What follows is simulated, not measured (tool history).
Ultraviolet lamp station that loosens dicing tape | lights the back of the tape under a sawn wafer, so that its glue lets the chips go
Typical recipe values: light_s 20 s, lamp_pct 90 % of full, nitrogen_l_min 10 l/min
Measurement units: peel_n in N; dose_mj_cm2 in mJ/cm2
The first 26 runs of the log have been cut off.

run,hour,light_s,lamp_pct,nitrogen_l_min,hours of work of the lamp,hours of work since the window was cleaned,peel_n,dose_mj_cm2
27,286.5,16,90,14,393,155,0.549,175
28,300.3,16,90,14,403,165,0.546,176
29,313.7,13,97,7,412,175,0.890,153
30,328.8,23,66,7,424,186,0.694,180
31,344.4,15,60,15,435,197,1.024,109
32,357.4,14,68,14,444,207,0.983,112
33,363.8,14,68,14,449,212,0.998,113
34,374.7,14,68,14,457,220,0.984,113
35,388.1,14,68,14,467,229,1.020,113
36,395.3,14,68,14,472,235,0.989,110
37,409.0,27,68,13,482,245,0.424,216
38,419.2,20,70,10,490,252,0.704,161
39,431.6,13,87,10,499,261,0.911,128
40,445.8,20,73,8,509,272,0.723,165

3 ways to go on from here, each from the tool as it stands after run 40. What would each give?
A,460.8,20,90,13,520,283,?,?
B,460.8,37,85,9,520,283,?,?
C,460.8,17,73,12,520,283,?,?

run,peel_n,dose_mj_cm2
A,0.458,207
B,0.257,356
C,0.794,145
Without the tool's hidden state the same runs would have given:
run,peel_n,dose_mj_cm2
A,0.317,269
B,0.214,464
C,0.552,188
